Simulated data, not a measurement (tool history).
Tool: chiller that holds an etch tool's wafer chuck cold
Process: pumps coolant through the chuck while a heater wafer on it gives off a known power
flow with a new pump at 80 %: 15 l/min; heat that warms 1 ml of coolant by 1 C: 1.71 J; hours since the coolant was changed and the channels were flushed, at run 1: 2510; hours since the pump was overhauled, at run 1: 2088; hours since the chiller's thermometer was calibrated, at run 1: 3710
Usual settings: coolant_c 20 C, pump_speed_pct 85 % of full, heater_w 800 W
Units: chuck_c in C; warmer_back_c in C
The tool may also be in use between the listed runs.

| run | hour | coolant_c | pump_speed_pct | heater_w | hours since the coolant was changed and the channels were flushed | hours since the pump was overhauled | hours since the chiller's thermometer was calibrated | chuck_c | warmer_back_c |
|---|---|---|---|---|---|---|---|---|---|
| 1 | 0.0 | 20 | 85 | 800 | 2510 | 2088 | 3710 | 26.29 | 1.87 |
| 2 | 45.3 | 20 | 85 | 514 | 2555 | 2134 | 3756 | 23.89 | 1.17 |
| 3 | 90.1 | 20 | 85 | 514 | 2600 | 2179 | 3800 | 23.88 | 1.16 |
| 4 | 127.7 | 20 | 85 | 514 | 2638 | 2216 | 3838 | 24.01 | 1.17 |
| 5 | 172.1 | 20 | 85 | 514 | 2682 | 2261 | 3882 | 23.91 | 1.20 |
| 6 | 216.9 | 20 | 85 | 800 | 2727 | 2305 | 3927 | 26.25 | 1.85 |
| 7 | 248.4 | 20 | 61 | 800 | 2758 | 2337 | 3959 | 27.50 | 2.64 |
| 8 | 292.4 | 20 | 61 | 800 | 2802 | 2381 | 4003 | 27.38 | 2.64 |
| 9 | 327.5 | 20 | 85 | 637 | 2837 | 2416 | 4038 | 24.85 | 1.48 |
| 10 | 357.6 | 20 | 85 | 637 | 2868 | 2446 | 4068 | 24.90 | 1.42 |
| 11 | 388.4 | 15 | 85 | 637 | 2898 | 2477 | 4099 | 19.93 | 1.49 |
|  | 393.3 | chiller's thermometer calibrated |
| 12 | 427.9 | 15 | 85 | 637 | 2937 | 2515 | 35 | 19.81 | 1.44 |
| 13 | 479.3 | 15 | 85 | 637 | 2988 | 2567 | 86 | 20.06 | 1.45 |
| 14 | 516.4 | 15 | 85 | 637 | 3025 | 2604 | 123 | 19.92 | 1.46 |
| 15 | 541.9 | 15 | 85 | 637 | 3051 | 2629 | 149 | 19.90 | 1.52 |
| 16 | 573.3 | 15 | 85 | 637 | 3082 | 2661 | 180 | 19.91 | 1.51 |
| 17 | 598.8 | 14 | 85 | 599 | 3108 | 2686 | 205 | 18.48 | 1.36 |
| 18 | 624.6 | 20 | 94 | 800 | 3133 | 2712 | 231 | 25.95 | 1.63 |
|  | 641.6 | chiller's thermometer calibrated, once more |
| 19 | 650.9 | 13 | 86 | 800 | 3159 | 2737 | 9 | 19.47 | 1.83 |
| 20 | 683.8 | 13 | 86 | 800 | 3192 | 2770 | 42 | 19.47 | 1.84 |
| 21 | 723.9 | 13 | 81 | 755 | 3232 | 2810 | 82 | 19.39 | 1.83 |
| 22 | 754.5 | 20 | 79 | 800 | 3262 | 2841 | 113 | 26.80 | 2.05 |
| 23 | 805.2 | 19 | 97 | 534 | 3313 | 2892 | 164 | 23.10 | 1.11 |
| 24 | 837.4 | 30 | 97 | 1116 | 3345 | 2924 | 196 | 38.49 | 2.25 |
| 25 | 863.4 | 20 | 86 | 593 | 3371 | 2950 | 222 | 24.96 | 1.39 |
| 26 | 894.3 | 20 | 63 | 824 | 3402 | 2981 | 253 | 28.00 | 2.67 |
| 27 | 935.0 | 20 | 64 | 824 | 3443 | 3021 | 293 | 27.82 | 2.57 |
| 28 | 956.2 | 22 | 85 | 1132 | 3464 | 3043 | 315 | 31.25 | 2.67 |
| 29 | 990.1 | 22 | 85 | 596 | 3498 | 3077 | 349 | 26.94 | 1.38 |
| 30 | 1029.7 | 30 | 85 | 800 | 3538 | 3116 | 388 | 36.44 | 1.87 |
| 31 | 1052.4 | 21 | 85 | 1184 | 3560 | 3139 | 411 | 30.66 | 2.80 |
| 32 | 1085.0 | 13 | 67 | 747 | 3593 | 3171 | 443 | 19.89 | 2.26 |

Forecast each of these 4 alternatives for the next run:
| A | 1110.9 | 12 | 77 | 945 | 3619 | 3197 | 469 | ? | ? |
| B | 1110.9 | 11 | 67 | 747 | 3619 | 3197 | 469 | ? | ? |
| C | 1110.9 | 11 | 88 | 434 | 3619 | 3197 | 469 | ? | ? |
| D | 1110.9 | 20 | 85 | 899 | 3619 | 3197 | 469 | ? | ? |

| run | chuck_c | warmer_back_c |
|---|---|---|
| A | 20.32 | 2.49 |
| B | 18.02 | 2.33 |
| C | 14.51 | 1.00 |
| D | 27.33 | 2.11 |
Without the tool's hidden state the same runs would have given:
| run | chuck_c | warmer_back_c |
|---|---|---|
| A | 19.66 | 2.31 |
| B | 17.46 | 2.17 |
| C | 14.25 | 0.93 |
| D | 26.73 | 1.96 |
